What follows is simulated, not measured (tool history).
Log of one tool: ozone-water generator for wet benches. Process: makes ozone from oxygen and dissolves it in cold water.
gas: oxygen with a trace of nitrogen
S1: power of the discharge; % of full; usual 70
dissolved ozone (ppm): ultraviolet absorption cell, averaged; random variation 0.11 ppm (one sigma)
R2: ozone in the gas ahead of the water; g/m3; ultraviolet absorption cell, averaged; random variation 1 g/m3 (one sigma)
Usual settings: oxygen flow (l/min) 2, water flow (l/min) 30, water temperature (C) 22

run 1 hour=0 | S1=70 oxygen_flow_(l/min)=2 water_flow_(l/min)=30 water_temperature_(C)=22 | dissolved_ozone_(ppm)=7.1 R2=176.4
run 2 hour=97.3 | S1=70 oxygen_flow_(l/min)=2 water_flow_(l/min)=30 water_temperature_(C)=22 | dissolved_ozone_(ppm)=7.1 R2=176.5
run 3 hour=206.2 | S1=70 oxygen_flow_(l/min)=2.3 water_flow_(l/min)=30 water_temperature_(C)=22 | dissolved_ozone_(ppm)=7.2 R2=163.7
run 4 hour=304.8 | S1=46 oxygen_flow_(l/min)=2.3 water_flow_(l/min)=30 water_temperature_(C)=22 | dissolved_ozone_(ppm)=5.1 R2=111.3
run 5 hour=380.7 | S1=46 oxygen_flow_(l/min)=2.3 water_flow_(l/min)=30 water_temperature_(C)=22 | dissolved_ozone_(ppm)=5 R2=112.8
run 6 hour=490.5 | S1=46 oxygen_flow_(l/min)=2.3 water_flow_(l/min)=30 water_temperature_(C)=22 | dissolved_ozone_(ppm)=5.2 R2=113.8
run 7 hour=551.5 | S1=70 oxygen_flow_(l/min)=2 water_flow_(l/min)=30 water_temperature_(C)=23 | dissolved_ozone_(ppm)=6.8 R2=175.2
-- hour=560.5 contactor cleaned
run 8 hour=632.6 | S1=70 oxygen_flow_(l/min)=2 water_flow_(l/min)=30 water_temperature_(C)=23 | dissolved_ozone_(ppm)=6.9 R2=173
run 9 hour=687.2 | S1=70 oxygen_flow_(l/min)=2 water_flow_(l/min)=30 water_temperature_(C)=15 | dissolved_ozone_(ppm)=7.3 R2=171.8
-- hour=748.1 contactor cleaned, once more
run 10 hour=767.9 | S1=70 oxygen_flow_(l/min)=2 water_flow_(l/min)=30 water_temperature_(C)=22 | dissolved_ozone_(ppm)=7.1 R2=172.9
run 11 hour=838.8 | S1=93 oxygen_flow_(l/min)=2 water_flow_(l/min)=48 water_temperature_(C)=15 | dissolved_ozone_(ppm)=5.3 R2=221.8
run 12 hour=926.3 | S1=93 oxygen_flow_(l/min)=2 water_flow_(l/min)=48 water_temperature_(C)=15 | dissolved_ozone_(ppm)=5.4 R2=221.4
run 13 hour=1023.2 | S1=93 oxygen_flow_(l/min)=2 water_flow_(l/min)=48 water_temperature_(C)=15 | dissolved_ozone_(ppm)=5.1 R2=221.3
run 14 hour=1094.7 | S1=61 oxygen_flow_(l/min)=2 water_flow_(l/min)=30 water_temperature_(C)=18 | dissolved_ozone_(ppm)=6.5 R2=151.8
run 15 hour=1159 | S1=94 oxygen_flow_(l/min)=2.01 water_flow_(l/min)=43 water_temperature_(C)=18 | dissolved_ozone_(ppm)=6 R2=221.5
run 16 hour=1219.4 | S1=94 oxygen_flow_(l/min)=2.01 water_flow_(l/min)=20 water_temperature_(C)=18 | dissolved_ozone_(ppm)=14.5 R2=219.9
run 17 hour=1310 | S1=44 oxygen_flow_(l/min)=1.36 water_flow_(l/min)=20 water_temperature_(C)=18 | dissolved_ozone_(ppm)=6.5 R2=136.4
run 18 hour=1382.2 | S1=64 oxygen_flow_(l/min)=1.71 water_flow_(l/min)=20 water_temperature_(C)=18 | dissolved_ozone_(ppm)=9.7 R2=169.6
run 19 hour=1474.7 | S1=90 oxygen_flow_(l/min)=2.22 water_flow_(l/min)=26 water_temperature_(C)=19 | dissolved_ozone_(ppm)=11 R2=202.3
run 20 hour=1554.1 | S1=50 oxygen_flow_(l/min)=1.88 water_flow_(l/min)=42 water_temperature_(C)=28 | dissolved_ozone_(ppm)=3.4 R2=131

Forecast each of these 4 alternatives for the next run:
run A hour=1601.3 | S1=50 oxygen_flow_(l/min)=1.61 water_flow_(l/min)=32 water_temperature_(C)=28 | dissolved_ozone_(ppm)=? R2=?
run B hour=1601.3 | S1=82 oxygen_flow_(l/min)=1.08 water_flow_(l/min)=42 water_temperature_(C)=25 | dissolved_ozone_(ppm)=? R2=?
run C hour=1601.3 | S1=70 oxygen_flow_(l/min)=1.52 water_flow_(l/min)=30 water_temperature_(C)=22 | dissolved_ozone_(ppm)=? R2=?
run D hour=1601.3 | S1=40 oxygen_flow_(l/min)=2.75 water_flow_(l/min)=42 water_temperature_(C)=28 | dissolved_ozone_(ppm)=? R2=?

run=A dissolved_ozone_(ppm)=4.4 R2=139.1
run=B dissolved_ozone_(ppm)=4 R2=256.9
run=C dissolved_ozone_(ppm)=6.3 R2=192.9
run=D dissolved_ozone_(ppm)=3.2 R2=90.6
Without the tool's hidden state the same runs would have given:
run=A dissolved_ozone_(ppm)=4.6 R2=145.4
run=B dissolved_ozone_(ppm)=4.3 R2=275.9
run=C dissolved_ozone_(ppm)=6.7 R2=205.2
run=D dissolved_ozone_(ppm)=3.4 R2=93.5
